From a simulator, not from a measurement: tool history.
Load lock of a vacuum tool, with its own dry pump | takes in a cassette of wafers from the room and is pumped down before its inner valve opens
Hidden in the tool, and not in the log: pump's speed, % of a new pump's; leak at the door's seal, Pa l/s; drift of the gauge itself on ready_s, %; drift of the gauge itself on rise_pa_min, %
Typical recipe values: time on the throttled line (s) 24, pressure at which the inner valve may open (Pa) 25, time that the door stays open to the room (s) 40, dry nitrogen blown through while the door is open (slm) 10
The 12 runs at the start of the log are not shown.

run,hour,time on the throttled line (s),pressure at which the inner valve may open (Pa),time that the door stays open to the room (s),dry nitrogen blown through while the door is open (slm),hours that the pump has run since its overhaul,times that the door has closed on its seal,"incoming humidity of the room's air, %",time from the closed door until the inner valve may open (s),rise of the pressure with all valves shut (Pa/min)
13,4409.5,24,23,40,5,17509,13257,45.3,41.9,0.109
# hour 4649.2: dry pump taken out, an overhauled one fitted
14,4738.4,24,30,40,10,89,14228,42,39.4,0.1
15,5004.2,24,30,40,10,355,15027,43.3,39.2,0.106
16,5457.3,31,30,40,10,808,16389,45.6,45.5,0.114
17,5818.5,24,25,27,10,1169,17475,45.4,39.9,0.098
18,6149.1,24,25,40,10,1500,18469,47,39.5,0.123
19,6536.4,24,25,238,10,1887,19633,45.2,39.6,0.227
20,6846.5,33,34,238,10,2197,20565,44.1,46.9,0.231
21,7145.7,42,39,40,40,2497,21465,42.7,54.2,0.107
22,7580.9,16,48,43,24,2932,22773,45.9,32.2,0.126
23,7979.6,16,48,43,24,3330,23972,45.8,32,0.136
24,8250.9,16,48,43,24,3602,24788,47.4,31.7,0.139
25,8501.4,16,48,35,24,3852,25541,45.6,31.8,0.142
26,8970.8,16,48,35,24,4322,26952,44,31.6,0.149
27,9194.6,13,34,92,6,4545,27625,43.3,29.8,0.224
28,9664.6,21,34,61,6,5015,29038,48,37.2,0.222

What does the tool deliver on the next run?
29,10069.3,42,23,36,10,5420,30254,41,?,?

Run 29 yielded time from the closed door until the inner valve may open (s) 56.2, rise of the pressure with all valves shut (Pa/min) 0.189.
Had the tool carried no hidden state, the very same run would have given time from the closed door until the inner valve may open (s) 55.3, rise of the pressure with all valves shut (Pa/min) 0.052.

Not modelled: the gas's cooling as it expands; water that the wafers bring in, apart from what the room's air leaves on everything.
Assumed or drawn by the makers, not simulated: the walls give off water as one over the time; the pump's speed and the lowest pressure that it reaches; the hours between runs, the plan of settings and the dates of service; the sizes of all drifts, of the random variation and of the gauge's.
